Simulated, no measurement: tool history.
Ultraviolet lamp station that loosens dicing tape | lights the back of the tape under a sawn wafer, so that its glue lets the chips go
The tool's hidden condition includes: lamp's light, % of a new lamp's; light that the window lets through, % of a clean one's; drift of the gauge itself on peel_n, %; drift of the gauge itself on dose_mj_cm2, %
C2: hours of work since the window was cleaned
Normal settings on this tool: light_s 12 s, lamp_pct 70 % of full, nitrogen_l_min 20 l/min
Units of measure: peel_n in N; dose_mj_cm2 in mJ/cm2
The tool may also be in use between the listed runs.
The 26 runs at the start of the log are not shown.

{"run": 27, "hour": 346.5, "light_s": 10, "lamp_pct": 60, "nitrogen_l_min": 39, "hours of work of the lamp": 654, "C2": 170, "peel_n": 0.581, "dose_mj_cm2": 187}
{"run": 28, "hour": 357.6, "light_s": 10, "lamp_pct": 60, "nitrogen_l_min": 39, "hours of work of the lamp": 663, "C2": 179, "peel_n": 0.591, "dose_mj_cm2": 190}
{"run": 29, "hour": 366.0, "light_s": 12, "lamp_pct": 70, "nitrogen_l_min": 26, "hours of work of the lamp": 669, "C2": 186, "peel_n": 0.266, "dose_mj_cm2": 263}
{"run": 30, "hour": 382.9, "light_s": 20, "lamp_pct": 68, "nitrogen_l_min": 26, "hours of work of the lamp": 683, "C2": 199, "peel_n": 0.076, "dose_mj_cm2": 424}
{"run": 31, "hour": 399.7, "light_s": 7, "lamp_pct": 70, "nitrogen_l_min": 13, "hours of work of the lamp": 696, "C2": 212, "peel_n": 1.5, "dose_mj_cm2": 152}
{"run": 32, "hour": 416.6, "light_s": 11, "lamp_pct": 93, "nitrogen_l_min": 24, "hours of work of the lamp": 710, "C2": 226, "peel_n": 0.146, "dose_mj_cm2": 325}
{"run": 33, "hour": 424.4, "light_s": 6, "lamp_pct": 80, "nitrogen_l_min": 20, "hours of work of the lamp": 716, "C2": 232, "peel_n": 1.34, "dose_mj_cm2": 153}
{"run": 34, "hour": 440.3, "light_s": 8, "lamp_pct": 70, "nitrogen_l_min": 16, "hours of work of the lamp": 728, "C2": 244, "peel_n": 1.022, "dose_mj_cm2": 178}
{"run": 35, "hour": 453.5, "light_s": 7, "lamp_pct": 70, "nitrogen_l_min": 19, "hours of work of the lamp": 739, "C2": 255, "peel_n": 1.258, "dose_mj_cm2": 152}
{"run": 36, "hour": 468.8, "light_s": 7, "lamp_pct": 63, "nitrogen_l_min": 19, "hours of work of the lamp": 751, "C2": 267, "peel_n": 1.622, "dose_mj_cm2": 138}
{"run": 37, "hour": 477.5, "light_s": 12, "lamp_pct": 74, "nitrogen_l_min": 20, "hours of work of the lamp": 758, "C2": 274, "peel_n": 0.25, "dose_mj_cm2": 273}
{"run": 38, "hour": 495.3, "light_s": 8, "lamp_pct": 69, "nitrogen_l_min": 13, "hours of work of the lamp": 772, "C2": 288, "peel_n": 1.146, "dose_mj_cm2": 175}
{"run": 39, "hour": 511.8, "light_s": 22, "lamp_pct": 70, "nitrogen_l_min": 8, "hours of work of the lamp": 785, "C2": 301, "peel_n": 0.099, "dose_mj_cm2": 483}
{"run": 40, "hour": 522.2, "light_s": 22, "lamp_pct": 70, "nitrogen_l_min": 8, "hours of work of the lamp": 793, "C2": 309, "peel_n": 0.105, "dose_mj_cm2": 487}
{"run": 41, "hour": 538.2, "light_s": 16, "lamp_pct": 66, "nitrogen_l_min": 19, "hours of work of the lamp": 806, "C2": 322, "peel_n": 0.156, "dose_mj_cm2": 332}
{"run": 42, "hour": 546.1, "light_s": 16, "lamp_pct": 66, "nitrogen_l_min": 19, "hours of work of the lamp": 812, "C2": 328, "peel_n": 0.158, "dose_mj_cm2": 333}

Here are 4 independent what-if runs from the current tool condition. What would each one return?
{"run": "A", "hour": 559.5, "light_s": 16, "lamp_pct": 66, "nitrogen_l_min": 7, "hours of work of the lamp": 823, "C2": 339, "peel_n": "?", "dose_mj_cm2": "?"}
{"run": "B", "hour": 559.5, "light_s": 11, "lamp_pct": 82, "nitrogen_l_min": 8, "hours of work of the lamp": 823, "C2": 339, "peel_n": "?", "dose_mj_cm2": "?"}
{"run": "C", "hour": 559.5, "light_s": 24, "lamp_pct": 70, "nitrogen_l_min": 20, "hours of work of the lamp": 823, "C2": 339, "peel_n": "?", "dose_mj_cm2": "?"}
{"run": "D", "hour": 559.5, "light_s": 8, "lamp_pct": 64, "nitrogen_l_min": 19, "hours of work of the lamp": 823, "C2": 339, "peel_n": "?", "dose_mj_cm2": "?"}

run=A peel_n=0.318 dose_mj_cm2=331
run=B peel_n=0.474 dose_mj_cm2=280
run=C peel_n=0.063 dose_mj_cm2=525
run=D peel_n=1.206 dose_mj_cm2=161
Stripped of hidden state, with their random variation kept, the same runs would have yielded:
run=A peel_n=0.316 dose_mj_cm2=332
run=B peel_n=0.472 dose_mj_cm2=280
run=C peel_n=0.063 dose_mj_cm2=526
run=D peel_n=1.202 dose_mj_cm2=162
